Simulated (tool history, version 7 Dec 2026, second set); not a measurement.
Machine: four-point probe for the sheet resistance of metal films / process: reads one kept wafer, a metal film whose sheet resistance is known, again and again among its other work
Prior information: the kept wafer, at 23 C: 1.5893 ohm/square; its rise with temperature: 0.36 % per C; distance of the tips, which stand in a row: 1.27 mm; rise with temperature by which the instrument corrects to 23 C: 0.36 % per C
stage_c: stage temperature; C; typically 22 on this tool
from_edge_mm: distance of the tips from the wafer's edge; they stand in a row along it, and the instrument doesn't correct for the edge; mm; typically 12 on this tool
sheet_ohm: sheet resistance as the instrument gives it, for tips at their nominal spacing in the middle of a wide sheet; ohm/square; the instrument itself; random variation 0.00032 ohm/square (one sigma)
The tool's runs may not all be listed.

run	hour	stage_c	from_edge_mm	sheet_ohm
1	0.0	22	12	1.596170
2	13.8	22	12	1.596500
3	26.1	22	12	1.597008
4	36.6	22	12	1.595972
5	48.0	29	12	1.596864
6	59.7	29	12	1.597192
7	72.4	22	12	1.596805
8	82.0	22	12	1.596194
9	100.2	22	12	1.596609
10	111.1	30	12	1.597303
11	123.8	30	4	1.669303
12	135.1	30	63	1.587863
13	148.2	30	63	1.587534
14	162.1	22	6	1.624384
15	174.0	34	12	1.597925
16	185.9	25	12	1.597080
17	199.9	25	12	1.596749
18	213.2	20	8	1.608567
19	225.7	20	51	1.587790
20	245.3	20	51	1.588229
21	264.3	31	10	1.602140
22	282.2	28	9	1.604571
# hour 284.6: stage's thermometer calibrated
23	298.0	28	9	1.605539
24	309.5	25	45	1.588353
25	330.7	34	14	1.596209
26	343.6	34	14	1.596648
27	364.0	20	12	1.596979
# hour 378.6: stage's thermometer calibrated, once more
28	379.7	20	12	1.597024
29	391.4	20	12	1.596848
30	400.8	22	17	1.592028
31	416.8	21	14	1.594919

3 options for the next run, each taken on its own from the tool as it stands now. Forecast them:
A	433.1	34	8	?
B	433.1	29	14	?
C	433.1	26	46	?

run	sheet_ohm
A	1.610103
B	1.595350
C	1.588394
What these runs would have given with no unlogged condition in the tool:
run	sheet_ohm
A	1.611622
B	1.596856
C	1.589893
